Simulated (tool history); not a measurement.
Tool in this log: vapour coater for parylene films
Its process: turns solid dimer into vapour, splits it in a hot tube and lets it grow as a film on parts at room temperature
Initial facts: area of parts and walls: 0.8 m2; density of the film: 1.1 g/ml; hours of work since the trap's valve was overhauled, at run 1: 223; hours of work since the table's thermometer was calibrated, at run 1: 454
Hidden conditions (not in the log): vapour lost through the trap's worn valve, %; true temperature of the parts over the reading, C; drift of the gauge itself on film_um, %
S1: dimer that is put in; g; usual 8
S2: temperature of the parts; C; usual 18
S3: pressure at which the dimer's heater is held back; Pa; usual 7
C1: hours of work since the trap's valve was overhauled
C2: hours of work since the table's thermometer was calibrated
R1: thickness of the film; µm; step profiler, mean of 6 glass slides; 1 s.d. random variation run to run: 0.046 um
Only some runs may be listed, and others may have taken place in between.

{"run": 1, "day": 0.0, "S1": 8, "S2": 18, "S3": 7, "C1": 223, "C2": 454, "R1": 4.89}
{"run": 2, "day": 0.842, "S1": 8, "S2": 18, "S3": 7, "C1": 239, "C2": 470, "R1": 4.9}
{"run": 3, "day": 1.658, "S1": 8, "S2": 18, "S3": 7, "C1": 255, "C2": 487, "R1": 4.9}
{"run": 4, "day": 2.075, "S1": 13, "S2": 18, "S3": 7, "C1": 264, "C2": 495, "R1": 7.91}
{"run": 5, "day": 2.692, "S1": 13, "S2": 18, "S3": 7, "C1": 276, "C2": 507, "R1": 7.85}
{"run": 6, "day": 3.704, "S1": 13, "S2": 27, "S3": 7, "C1": 296, "C2": 527, "R1": 5.1}
{"run": 7, "day": 4.338, "S1": 8, "S2": 18, "S3": 7, "C1": 308, "C2": 540, "R1": 4.79}
{"run": 8, "day": 4.879, "S1": 8, "S2": 18, "S3": 7, "C1": 319, "C2": 550, "R1": 4.71}
{"run": 9, "day": 5.575, "S1": 8, "S2": 18, "S3": 7, "C1": 333, "C2": 564, "R1": 4.72}
{"run": 10, "day": 6.367, "S1": 8, "S2": 18, "S3": 7, "C1": 349, "C2": 580, "R1": 4.65}
{"run": 11, "day": 6.838, "S1": 8, "S2": 18, "S3": 7, "C1": 358, "C2": 589, "R1": 4.71}
{"day": 7.542, "done": "trap's valve overhauled"}
{"run": 12, "day": 7.838, "S1": 8, "S2": 18, "S3": 7, "C1": 6, "C2": 605, "R1": 5.4}
{"run": 13, "day": 8.292, "S1": 8, "S2": 18, "S3": 9.56, "C1": 15, "C2": 615, "R1": 5.14}
{"run": 14, "day": 9.283, "S1": 8, "S2": 18, "S3": 9.56, "C1": 34, "C2": 634, "R1": 5.15}
{"run": 15, "day": 10.229, "S1": 6, "S2": 18, "S3": 7, "C1": 53, "C2": 653, "R1": 3.92}
{"run": 16, "day": 11.05, "S1": 6, "S2": 18, "S3": 7, "C1": 69, "C2": 669, "R1": 3.94}
{"run": 17, "day": 11.75, "S1": 14, "S2": 18, "S3": 7, "C1": 83, "C2": 683, "R1": 9.12}
{"run": 18, "day": 12.296, "S1": 14, "S2": 18, "S3": 7, "C1": 94, "C2": 694, "R1": 9.1}
{"run": 19, "day": 13.15, "S1": 10, "S2": 18, "S3": 7, "C1": 111, "C2": 711, "R1": 6.5}
{"run": 20, "day": 14.025, "S1": 8, "S2": 14, "S3": 7, "C1": 128, "C2": 728, "R1": 6.18}
{"run": 21, "day": 14.821, "S1": 8, "S2": 18, "S3": 7, "C1": 144, "C2": 744, "R1": 5.22}
{"run": 22, "day": 15.375, "S1": 8, "S2": 18, "S3": 7, "C1": 155, "C2": 755, "R1": 5.12}
{"run": 23, "day": 15.983, "S1": 8, "S2": 18, "S3": 8.15, "C1": 167, "C2": 767, "R1": 4.98}
{"run": 24, "day": 16.9, "S1": 8, "S2": 18, "S3": 8.15, "C1": 185, "C2": 785, "R1": 4.95}
{"run": 25, "day": 17.608, "S1": 8, "S2": 18, "S3": 8.15, "C1": 199, "C2": 799, "R1": 4.94}
{"run": 26, "day": 18.083, "S1": 8, "S2": 19, "S3": 8.78, "C1": 209, "C2": 808, "R1": 4.65}
{"run": 27, "day": 18.525, "S1": 4, "S2": 18, "S3": 7, "C1": 217, "C2": 817, "R1": 2.54}
{"run": 28, "day": 19.138, "S1": 4, "S2": 30, "S3": 6.68, "C1": 229, "C2": 829, "R1": 1.45}
{"run": 29, "day": 20.129, "S1": 4, "S2": 30, "S3": 6.68, "C1": 249, "C2": 849, "R1": 1.44}
{"run": 30, "day": 20.746, "S1": 4, "S2": 30, "S3": 6.68, "C1": 261, "C2": 861, "R1": 1.41}
{"run": 31, "day": 21.612, "S1": 8, "S2": 14, "S3": 2.53, "C1": 278, "C2": 878, "R1": 6.88}
{"day": 21.975, "done": "table's thermometer calibrated"}
{"run": 32, "day": 22.512, "S1": 6, "S2": 10, "S3": 2.53, "C1": 295, "C2": 11, "R1": 5.78}
{"run": 33, "day": 23.108, "S1": 8, "S2": 26, "S3": 9.98, "C1": 307, "C2": 22, "R1": 3.03}
{"run": 34, "day": 23.875, "S1": 8, "S2": 26, "S3": 9.98, "C1": 322, "C2": 38, "R1": 3.05}
{"run": 35, "day": 24.779, "S1": 4, "S2": 11, "S3": 2.77, "C1": 340, "C2": 55, "R1": 3.59}
{"run": 36, "day": 25.5, "S1": 8, "S2": 18, "S3": 8.49, "C1": 354, "C2": 70, "R1": 4.45}
{"day": 26.404, "done": "trap's valve overhauled"}
{"run": 37, "day": 26.679, "S1": 3, "S2": 21, "S3": 2, "C1": 5, "C2": 90, "R1": 2.01}
{"run": 38, "day": 27.679, "S1": 8, "S2": 22, "S3": 7, "C1": 25, "C2": 109, "R1": 4.33}
{"run": 39, "day": 28.467, "S1": 8, "S2": 12, "S3": 3.86, "C1": 41, "C2": 125, "R1": 7.32}
{"run": 40, "day": 29.067, "S1": 5, "S2": 18, "S3": 10.28, "C1": 53, "C2": 137, "R1": 3.04}
{"run": 41, "day": 30.104, "S1": 5, "S2": 24, "S3": 3.59, "C1": 73, "C2": 157, "R1": 2.69}
{"run": 42, "day": 30.912, "S1": 5, "S2": 24, "S3": 3.59, "C1": 89, "C2": 173, "R1": 2.64}
{"run": 43, "day": 31.633, "S1": 6, "S2": 23, "S3": 3.82, "C1": 103, "C2": 188, "R1": 3.24}
{"run": 44, "day": 32.467, "S1": 6, "S2": 23, "S3": 3.82, "C1": 120, "C2": 204, "R1": 3.19}
{"run": 45, "day": 33.262, "S1": 10, "S2": 23, "S3": 3.82, "C1": 136, "C2": 220, "R1": 5.35}
{"run": 46, "day": 34.104, "S1": 3, "S2": 16, "S3": 7, "C1": 152, "C2": 237, "R1": 2.03}

Forecast each of these 5 alternatives for the next run:
{"run": "A", "day": 35.075, "S1": 3, "S2": 16, "S3": 6.29, "C1": 172, "C2": 256, "R1": "?"}
{"run": "B", "day": 35.075, "S1": 8, "S2": 16, "S3": 7, "C1": 172, "C2": 256, "R1": "?"}
{"run": "C", "day": 35.075, "S1": 4, "S2": 20, "S3": 8.58, "C1": 172, "C2": 256, "R1": "?"}
{"run": "D", "day": 35.075, "S1": 9, "S2": 13, "S3": 2.74, "C1": 172, "C2": 256, "R1": "?"}
{"run": "E", "day": 35.075, "S1": 10, "S2": 18, "S3": 2.9, "C1": 172, "C2": 256, "R1": "?"}

run=A R1=2.06
run=B R1=5.4
run=C R1=2.19
run=D R1=7.9
run=E R1=6.85
With no hidden state in the tool, these same runs would have given:
run=A R1=2.18
run=B R1=5.7
run=C R1=2.32
run=D R1=8.34
run=E R1=7.23
